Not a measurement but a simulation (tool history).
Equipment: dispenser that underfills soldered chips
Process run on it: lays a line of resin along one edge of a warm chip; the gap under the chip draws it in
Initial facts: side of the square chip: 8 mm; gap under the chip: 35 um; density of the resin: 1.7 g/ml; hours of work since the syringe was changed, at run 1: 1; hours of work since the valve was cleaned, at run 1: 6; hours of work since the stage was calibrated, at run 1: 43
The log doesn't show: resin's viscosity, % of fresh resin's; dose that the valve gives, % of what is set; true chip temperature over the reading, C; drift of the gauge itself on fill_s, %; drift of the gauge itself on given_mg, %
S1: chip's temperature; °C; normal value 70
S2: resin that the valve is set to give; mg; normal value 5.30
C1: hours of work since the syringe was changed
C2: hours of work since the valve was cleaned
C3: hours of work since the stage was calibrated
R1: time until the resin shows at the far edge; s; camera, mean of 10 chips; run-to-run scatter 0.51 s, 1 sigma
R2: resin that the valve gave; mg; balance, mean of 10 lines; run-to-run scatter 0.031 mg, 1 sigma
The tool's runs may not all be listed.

run  hour  S1    S2  C1  C2  C3     R1    R2
  1   0.0  70  5.30   1   6  43   44.7  5.28
  2   4.3  64  5.30   4   9  46   70.8  5.32
  3   9.3  64  5.30   8  12  49   87.1  5.30
     13.1  -- new syringe of resin
  4  13.6  70  5.30   0  15  52   40.7  5.26
  5  18.0  70  5.30   3  18  55   50.5  5.22
  6  21.7  70  5.30   6  20  57   61.2  5.24
  7  27.5  70  5.58  10  24  61   79.1  5.53
     28.2  -- new syringe of resin
  8  31.8  70  5.30   2  27  64   48.8  5.25
  9  36.5  85  6.79   5  30  67   34.3  6.76
 10  41.9  57  6.07   9  33  70  128.8  5.99
     43.4  -- new syringe of resin
 11  47.1  59  4.87   2  37  73   78.0  4.78
 12  51.3  78  5.30   5  39  76   43.8  5.20
 13  53.6  64  6.25   7  41  78   82.0  6.09

The next listed run, before its measurement:
 14  57.5  64  6.25   9  44  80   ?   ?

{"run 14": {"R1": 97.3, "R2": 6.11}}
The same run, on a tool lacking any hidden state, would have yielded R1 49.6 s, R2 6.25 mg.
